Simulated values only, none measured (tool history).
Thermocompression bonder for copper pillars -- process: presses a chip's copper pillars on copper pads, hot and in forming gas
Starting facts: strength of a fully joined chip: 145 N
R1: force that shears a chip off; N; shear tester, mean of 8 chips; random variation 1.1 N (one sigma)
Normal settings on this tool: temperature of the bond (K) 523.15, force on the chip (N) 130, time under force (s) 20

Run 1, hour 0: usual settings. Result: R1 91.1 N.
Run 2, hour 9.6: usual settings but temperature of the bond (K) 498.15. Result: R1 68.2 N.
Run 3, hour 17.3: usual settings but temperature of the bond (K) 498.15. Result: R1 66.9 N.
Run 4, hour 25.7: usual settings. Result: R1 92.2 N.
Run 5, hour 38.1: usual settings but time under force (s) 39. Result: R1 108.2 N.
Run 6, hour 51.2: usual settings but force on the chip (N) 186. Result: R1 114 N.
Run 7, hour 57.6: usual settings. Result: R1 93.3 N.
Run 8, hour 65.4: usual settings but force on the chip (N) 168. Result: R1 108.4 N.
At hour 68.3: forming gas filter changed.
Run 9, hour 73.3: usual settings but force on the chip (N) 168. Result: R1 108.8 N.
Run 10, hour 86: usual settings but force on the chip (N) 168. Result: R1 110.2 N.
Run 11, hour 94: usual settings but force on the chip (N) 101. Result: R1 74.8 N.
Run 12, hour 106.4: usual settings but force on the chip (N) 101. Result: R1 75.6 N.
Run 13, hour 120.5: usual settings. Result: R1 94.4 N.
Run 14, hour 133.6: usual settings. Result: R1 92.1 N.
Run 15, hour 145.8: usual settings but temperature of the bond (K) 520.15, time under force (s) 38. Result: R1 107.6 N.
Run 16, hour 157.7: usual settings but time under force (s) 28. Result: R1 101.8 N.
Run 17, hour 169.9: usual settings but time under force (s) 28. Result: R1 101.8 N.
Run 18, hour 176: usual settings but force on the chip (N) 82, time under force (s) 19. Result: R1 59.6 N.
Run 19, hour 190.8: usual settings but force on the chip (N) 82, time under force (s) 27. Result: R1 71.3 N.
Run 20, hour 205.3: usual settings but temperature of the bond (K) 525.15, force on the chip (N) 136, time under force (s) 12. Result: R1 82.9 N.
Run 21, hour 216.5: usual settings but temperature of the bond (K) 525.15, force on the chip (N) 136, time under force (s) 12. Result: R1 83.3 N.
Run 22, hour 222.9: usual settings but temperature of the bond (K) 525.15, time under force (s) 51. Result: R1 118.2 N.
Run 23, hour 235.3: usual settings but temperature of the bond (K) 525.15, time under force (s) 51. Result: R1 119.2 N.
Run 24, hour 243.8: usual settings but temperature of the bond (K) 525.15, time under force (s) 51. Result: R1 117.6 N.
Run 25, hour 251.6: usual settings but force on the chip (N) 108, time under force (s) 45. Result: R1 100.4 N.
Run 26, hour 264.8: usual settings but force on the chip (N) 147, time under force (s) 45. Result: R1 121 N.
Run 27, hour 273.1: usual settings but force on the chip (N) 93. Result: R1 69.6 N.
Run 28, hour 279.1: usual settings but force on the chip (N) 163, time under force (s) 14. Result: R1 95.8 N.

Each row is a separate what-if for the run after 28, all from the same tool condition, not one after another. Results?
Run A, hour 287.1: usual settings but temperature of the bond (K) 552.15, force on the chip (N) 107, time under force (s) 48. Result: R1 ?.
Run B, hour 287.1: usual settings but temperature of the bond (K) 530.15, force on the chip (N) 102, time under force (s) 28. Result: R1 ?.
Run C, hour 287.1: usual settings but temperature of the bond (K) 527.15, force on the chip (N) 148, time under force (s) 14. Result: R1 ?.

run     R1
  A  123.9
  B   93.4
  C   94.6
The same runs, with their run-to-run variation unchanged, on a tool lacking any hidden condition would have given:
run     R1
  A  124.7
  B   94.1
  C   95.4
